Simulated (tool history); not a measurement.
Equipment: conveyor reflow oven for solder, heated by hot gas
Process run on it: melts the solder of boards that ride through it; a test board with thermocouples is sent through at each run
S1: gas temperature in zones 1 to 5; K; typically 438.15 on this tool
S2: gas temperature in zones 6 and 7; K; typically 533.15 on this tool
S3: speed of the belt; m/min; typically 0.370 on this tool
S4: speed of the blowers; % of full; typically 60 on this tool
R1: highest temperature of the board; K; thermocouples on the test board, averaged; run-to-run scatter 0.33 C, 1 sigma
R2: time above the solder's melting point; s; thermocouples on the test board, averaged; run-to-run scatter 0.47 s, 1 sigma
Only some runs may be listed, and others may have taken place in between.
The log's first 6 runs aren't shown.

run   hour      S1      S2     S3  S4      R1    R2
  7  107.7  438.15  533.15  0.370  60  513.95  65.1
  8  118.5  438.15  533.15  0.370  60  513.55  64.6
  9  140.0  447.15  533.15  0.370  60  515.35  71.9
 10  152.5  438.15  534.15  0.370  60  514.25  66.0
 11  170.4  438.15  533.15  0.370  60  513.65  65.2
 12  182.0  438.15  533.15  0.370  60  513.15  65.0
 13  196.2  438.15  533.15  0.370  60  513.25  65.0
 14  221.2  438.15  533.15  0.370  60  513.45  64.5
 15  238.9  438.15  533.15  0.370  60  513.55  63.9
 16  256.1  438.15  533.15  0.370  60  513.55  64.6
 17  269.7  438.15  524.15  0.302  71  513.15  86.4
 18  284.2  438.15  524.15  0.302  71  513.45  86.9
 19  308.0  438.15  524.15  0.302  75  513.85  87.7
 20  332.6  438.15  524.15  0.302  75  513.85  87.8
 21  356.3  438.15  528.15  0.302  61  515.15  85.7
     361.6  -- belt drive overhauled, speed set with a stopwatch
 22  381.3  438.15  528.15  0.302  61  515.35  86.7
 23  405.4  438.15  528.15  0.302  61  515.05  87.0
 24  428.5  438.15  528.15  0.302  61  514.75  86.7
 25  442.7  438.15  528.15  0.302  61  514.75  86.3
     449.4  -- thermocouples of zones 6 and 7 changed
 26  461.9  438.15  528.15  0.302  61  516.45  89.5
     477.9  -- flux residue cleaned out of gas plates and filters
 27  480.9  424.15  527.15  0.370  60  508.25  50.7
     511.1  -- belt drive overhauled, speed set with a stopwatch, once more
 28  511.1  424.15  527.15  0.370  60  508.65  50.4
 29  534.4  424.15  527.15  0.438  60  501.95  29.8
 30  551.6  438.15  543.15  0.370  60  525.15  78.6

Each row is a separate what-if for the run after 30, all from the same tool condition, not one after another. Results?
  A  564.4  426.15  533.15  0.370  60   ?   ?
  B  564.4  438.15  540.15  0.370  84   ?   ?
  C  564.4  438.15  536.15  0.370  83   ?   ?

run      R1    R2
  A  513.35  59.2
  B  527.65  85.6
  C  523.75  81.1
The same runs, with their run-to-run variation unchanged, on a tool lacking any hidden condition would have given:
run      R1    R2
  A  513.65  59.7
  B  527.95  85.9
  C  524.05  81.5
